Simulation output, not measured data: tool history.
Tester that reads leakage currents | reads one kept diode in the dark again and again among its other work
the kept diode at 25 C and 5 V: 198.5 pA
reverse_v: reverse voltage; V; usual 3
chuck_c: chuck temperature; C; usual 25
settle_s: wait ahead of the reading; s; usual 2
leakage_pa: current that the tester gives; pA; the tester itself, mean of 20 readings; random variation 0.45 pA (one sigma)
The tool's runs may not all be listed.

{"run": 1, "hour": 0.0, "reverse_v": 3, "chuck_c": 25, "settle_s": 2, "leakage_pa": 129.54}
{"run": 2, "hour": 57.9, "reverse_v": 3, "chuck_c": 25, "settle_s": 2, "leakage_pa": 128.38}
{"run": 3, "hour": 113.7, "reverse_v": 3, "chuck_c": 25, "settle_s": 2, "leakage_pa": 128.01}
{"run": 4, "hour": 163.4, "reverse_v": 3, "chuck_c": 25, "settle_s": 2, "leakage_pa": 127.14}
{"run": 5, "hour": 231.0, "reverse_v": 3, "chuck_c": 25, "settle_s": 2, "leakage_pa": 126.04}
{"run": 6, "hour": 297.1, "reverse_v": 3, "chuck_c": 23, "settle_s": 2, "leakage_pa": 102.83}
{"run": 7, "hour": 341.3, "reverse_v": 3, "chuck_c": 23, "settle_s": 2, "leakage_pa": 102.68}
{"run": 8, "hour": 410.0, "reverse_v": 3, "chuck_c": 23, "settle_s": 2, "leakage_pa": 101.67}
{"hour": 453.0, "done": "chuck's temperature calibrated"}
{"run": 9, "hour": 459.3, "reverse_v": 3, "chuck_c": 23, "settle_s": 2, "leakage_pa": 121.43}
{"run": 10, "hour": 510.1, "reverse_v": 3, "chuck_c": 25, "settle_s": 2, "leakage_pa": 145.76}
{"run": 11, "hour": 548.5, "reverse_v": 3, "chuck_c": 25, "settle_s": 0.52, "leakage_pa": 145.69}
{"run": 12, "hour": 599.6, "reverse_v": 3, "chuck_c": 25, "settle_s": 0.52, "leakage_pa": 144.98}
{"run": 13, "hour": 654.6, "reverse_v": 3.16, "chuck_c": 25, "settle_s": 2, "leakage_pa": 146.46}
{"run": 14, "hour": 708.3, "reverse_v": 3.16, "chuck_c": 25, "settle_s": 2, "leakage_pa": 146.54}
{"run": 15, "hour": 766.8, "reverse_v": 3, "chuck_c": 25, "settle_s": 2, "leakage_pa": 139.96}
{"run": 16, "hour": 822.3, "reverse_v": 3, "chuck_c": 25, "settle_s": 7.64, "leakage_pa": 138.99}
{"run": 17, "hour": 879.7, "reverse_v": 3, "chuck_c": 25, "settle_s": 7.64, "leakage_pa": 137.26}
{"run": 18, "hour": 920.0, "reverse_v": 3, "chuck_c": 22, "settle_s": 7.64, "leakage_pa": 103.97}
{"run": 19, "hour": 983.7, "reverse_v": 3, "chuck_c": 22, "settle_s": 7.64, "leakage_pa": 103.45}
{"run": 20, "hour": 1037.9, "reverse_v": 3, "chuck_c": 47, "settle_s": 7.64, "leakage_pa": 881.48}
{"run": 21, "hour": 1073.3, "reverse_v": 18.33, "chuck_c": 25, "settle_s": 0.52, "leakage_pa": 383.7}
{"run": 22, "hour": 1111.3, "reverse_v": 18.33, "chuck_c": 25, "settle_s": 0.52, "leakage_pa": 382.97}
{"run": 23, "hour": 1143.4, "reverse_v": 18.33, "chuck_c": 25, "settle_s": 0.52, "leakage_pa": 380.46}
{"run": 24, "hour": 1191.5, "reverse_v": 18.33, "chuck_c": 25, "settle_s": 0.52, "leakage_pa": 377.89}
{"run": 25, "hour": 1238.2, "reverse_v": 1.45, "chuck_c": 25, "settle_s": 1.3, "leakage_pa": 87.39}
{"run": 26, "hour": 1267.1, "reverse_v": 3.56, "chuck_c": 34, "settle_s": 0.35, "leakage_pa": 323.72}
{"run": 27, "hour": 1330.7, "reverse_v": 3.56, "chuck_c": 34, "settle_s": 0.35, "leakage_pa": 319.89}
{"run": 28, "hour": 1364.1, "reverse_v": 14.73, "chuck_c": 34, "settle_s": 0.35, "leakage_pa": 719.21}
{"run": 29, "hour": 1414.4, "reverse_v": 14.73, "chuck_c": 34, "settle_s": 1.75, "leakage_pa": 700.46}
{"run": 30, "hour": 1459.8, "reverse_v": 3, "chuck_c": 24, "settle_s": 2, "leakage_pa": 116.46}
{"run": 31, "hour": 1511.1, "reverse_v": 3.78, "chuck_c": 28, "settle_s": 6.33, "leakage_pa": 189.55}
{"run": 32, "hour": 1559.3, "reverse_v": 1.74, "chuck_c": 22, "settle_s": 3.73, "leakage_pa": 70.04}
{"run": 33, "hour": 1595.8, "reverse_v": 2.03, "chuck_c": 56, "settle_s": 5.18, "leakage_pa": 1323.69}
{"run": 34, "hour": 1641.6, "reverse_v": 2.03, "chuck_c": 56, "settle_s": 5.18, "leakage_pa": 1311.57}
{"run": 35, "hour": 1700.2, "reverse_v": 2.03, "chuck_c": 56, "settle_s": 5.18, "leakage_pa": 1307.36}
{"run": 36, "hour": 1739.9, "reverse_v": 2.54, "chuck_c": 22, "settle_s": 2, "leakage_pa": 84.81}
{"run": 37, "hour": 1788.1, "reverse_v": 7.29, "chuck_c": 25, "settle_s": 2, "leakage_pa": 203.2}
{"run": 38, "hour": 1849.1, "reverse_v": 3, "chuck_c": 24, "settle_s": 2, "leakage_pa": 110.61}
{"run": 39, "hour": 1880.9, "reverse_v": 1.03, "chuck_c": 29, "settle_s": 0.54, "leakage_pa": 95.36}
{"hour": 1900.3, "done": "chuck's temperature calibrated"}
{"run": 40, "hour": 1951.7, "reverse_v": 1.03, "chuck_c": 37, "settle_s": 4.1, "leakage_pa": 227.01}

3 ways to go on from here, each from the tool as it stands after run 40. What would each give?
{"run": "A", "hour": 2013.3, "reverse_v": 2.52, "chuck_c": 37, "settle_s": 2.31, "leakage_pa": "?"}
{"run": "B", "hour": 2013.3, "reverse_v": 1.03, "chuck_c": 30, "settle_s": 4.1, "leakage_pa": "?"}
{"run": "C", "hour": 2013.3, "reverse_v": 12.62, "chuck_c": 56, "settle_s": 2.34, "leakage_pa": "?"}

run=A leakage_pa=372.32
run=B leakage_pa=122.88
run=C leakage_pa=4146.23
Without the tool's hidden state the same runs would have given:
run=A leakage_pa=386.12
run=B leakage_pa=127.46
run=C leakage_pa=4297.2
